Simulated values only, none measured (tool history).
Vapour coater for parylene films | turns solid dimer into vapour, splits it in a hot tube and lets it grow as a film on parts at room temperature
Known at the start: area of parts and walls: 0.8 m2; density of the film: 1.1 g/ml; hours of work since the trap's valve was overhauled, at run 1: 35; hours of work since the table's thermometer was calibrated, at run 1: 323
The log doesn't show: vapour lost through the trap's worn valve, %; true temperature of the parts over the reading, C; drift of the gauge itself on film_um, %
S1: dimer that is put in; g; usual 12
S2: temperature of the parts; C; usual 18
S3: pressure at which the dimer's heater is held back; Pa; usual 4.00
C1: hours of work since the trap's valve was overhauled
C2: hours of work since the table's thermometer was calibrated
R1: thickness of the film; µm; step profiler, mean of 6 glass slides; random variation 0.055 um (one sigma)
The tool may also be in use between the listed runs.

run,hour,S1,S2,S3,C1,C2,R1
1,0.0,12,18,4.00,35,323,10.82
2,16.9,12,18,4.00,47,335,10.72
3,36.0,12,18,4.00,61,348,10.76
4,66.1,12,18,4.00,82,369,10.74
5,98.2,12,22,4.00,104,392,9.89
6,124.3,12,21,4.00,123,410,10.02
7,158.8,12,21,4.00,147,435,9.87
8,199.8,12,21,9.09,176,463,8.41
9,220.9,12,21,9.09,191,478,8.32
10,247.6,12,18,3.59,209,497,10.37
11,277.0,12,20,4.00,230,518,9.85
# hour 309.8: trap's valve overhauled
12,310.1,12,20,4.00,0,538,10.46
13,329.2,6,18,4.00,14,552,5.39
14,368.0,6,18,4.00,41,579,5.42
15,392.2,7,24,2.30,58,596,6.27
16,417.5,7,24,2.30,76,614,6.23
17,449.1,20,24,3.91,98,636,15.91
18,490.2,16,15,4.00,127,665,14.65
19,508.2,11,24,4.72,139,678,8.46
20,525.9,8,11,5.16,152,690,7.52
21,562.9,16,17,4.29,178,716,13.81
22,583.2,16,11,5.51,192,730,14.56
23,600.4,5,11,5.51,204,742,4.53
24,632.8,17,19,2.94,227,765,15.12

3 ways to go on from here, each from the tool as it stands after run 24. What would each give?
A,661.9,12,18,9.66,248,786,?
B,661.9,21,18,10.18,248,786,?
C,661.9,6,19,10.41,248,786,?

run,R1
A,8.49
B,14.86
C,4.16
Without the tool's hidden state the same runs would have given:
run,R1
A,9.21
B,16.12
C,4.51
